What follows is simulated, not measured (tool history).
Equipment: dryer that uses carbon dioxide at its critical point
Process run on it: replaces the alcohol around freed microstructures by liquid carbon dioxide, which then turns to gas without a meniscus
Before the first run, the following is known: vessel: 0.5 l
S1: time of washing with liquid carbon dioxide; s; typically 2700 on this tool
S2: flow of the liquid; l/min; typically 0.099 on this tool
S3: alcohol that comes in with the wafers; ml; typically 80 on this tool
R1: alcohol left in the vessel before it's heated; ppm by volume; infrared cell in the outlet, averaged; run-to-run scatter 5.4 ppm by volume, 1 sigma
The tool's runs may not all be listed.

run 1 hour=0 | S1=2700 S2=0.099 S3=80 | R1=240
run 2 hour=24.2 | S1=2700 S2=0.099 S3=80 | R1=246
run 3 hour=43.7 | S1=2700 S2=0.099 S3=80 | R1=270
run 4 hour=66.4 | S1=2700 S2=0.099 S3=80 | R1=287
run 5 hour=87.4 | S1=2700 S2=0.099 S3=80 | R1=306
run 6 hour=108.1 | S1=1860 S2=0.099 S3=80 | R1=1868
run 7 hour=121.7 | S1=1860 S2=0.099 S3=80 | R1=1864
run 8 hour=135.1 | S1=1860 S2=0.099 S3=80 | R1=1867
run 9 hour=155.5 | S1=2700 S2=0.099 S3=48 | R1=243
run 10 hour=167 | S1=2700 S2=0.099 S3=48 | R1=251
run 11 hour=182.1 | S1=2700 S2=0.099 S3=80 | R1=367
run 12 hour=196.6 | S1=2700 S2=0.099 S3=80 | R1=372
run 13 hour=220.5 | S1=2700 S2=0.099 S3=28 | R1=224
run 14 hour=235.8 | S1=2700 S2=0.099 S3=28 | R1=228
run 15 hour=257.3 | S1=2700 S2=0.0639 S3=80 | R1=2831
run 16 hour=280.6 | S1=2700 S2=0.0639 S3=80 | R1=2949
run 17 hour=303.3 | S1=2700 S2=0.069 S3=80 | R1=2237
run 18 hour=319.8 | S1=2700 S2=0.069 S3=80 | R1=2260
run 19 hour=338.5 | S1=2700 S2=0.099 S3=29 | R1=293
-- hour=342 inlet filter changed
run 20 hour=362.8 | S1=2700 S2=0.099 S3=29 | R1=225
run 21 hour=381.7 | S1=2700 S2=0.099 S3=29 | R1=216
run 22 hour=403.8 | S1=2700 S2=0.099 S3=29 | R1=228
run 23 hour=424.4 | S1=2700 S2=0.099 S3=59 | R1=301
run 24 hour=437.2 | S1=2700 S2=0.099 S3=59 | R1=305
run 25 hour=455 | S1=2700 S2=0.099 S3=59 | R1=321
run 26 hour=467.5 | S1=2700 S2=0.099 S3=59 | R1=337
run 27 hour=488.9 | S1=3360 S2=0.099 S3=21 | R1=215
run 28 hour=501.4 | S1=2880 S2=0.1425 S3=31 | R1=202
run 29 hour=526.3 | S1=4080 S2=0.1502 S3=24 | R1=212
run 30 hour=542.8 | S1=2520 S2=0.1035 S3=36 | R1=325
run 31 hour=560.3 | S1=2700 S2=0.0646 S3=80 | R1=2320
run 32 hour=579.3 | S1=2700 S2=0.0646 S3=80 | R1=2307
run 33 hour=593.4 | S1=2700 S2=0.0646 S3=80 | R1=2345
run 34 hour=615.3 | S1=2040 S2=0.1322 S3=111 | R1=568
run 35 hour=636.4 | S1=2700 S2=0.099 S3=114 | R1=586
run 36 hour=657.5 | S1=4200 S2=0.0729 S3=114 | R1=377
run 37 hour=672.3 | S1=1620 S2=0.0729 S3=30 | R1=3763
run 38 hour=688.5 | S1=2940 S2=0.0729 S3=35 | R1=668
run 39 hour=707.1 | S1=1680 S2=0.099 S3=60 | R1=2637
run 40 hour=720.4 | S1=1740 S2=0.1077 S3=80 | R1=2235
run 41 hour=731.4 | S1=1740 S2=0.1077 S3=80 | R1=2238
run 42 hour=748 | S1=1740 S2=0.1077 S3=80 | R1=2374
run 43 hour=773.5 | S1=1740 S2=0.1077 S3=80 | R1=2355
run 44 hour=784.4 | S1=3180 S2=0.1309 S3=80 | R1=298
run 45 hour=807.8 | S1=3180 S2=0.1309 S3=80 | R1=307
run 46 hour=821.3 | S1=2880 S2=0.1537 S3=54 | R1=303

3 options for the next run, each taken on its own from the tool as it stands now. Forecast them:
run A hour=833.5 | S1=3420 S2=0.099 S3=80 | R1=?
run B hour=833.5 | S1=2700 S2=0.099 S3=113 | R1=?
run C hour=833.5 | S1=2100 S2=0.1549 S3=49 | R1=?

run=A R1=362
run=B R1=821
run=C R1=352
Take away the tool's hidden state, keep each run's random variation, and the runs would have read:
run=A R1=22
run=B R1=198
run=C R1=21
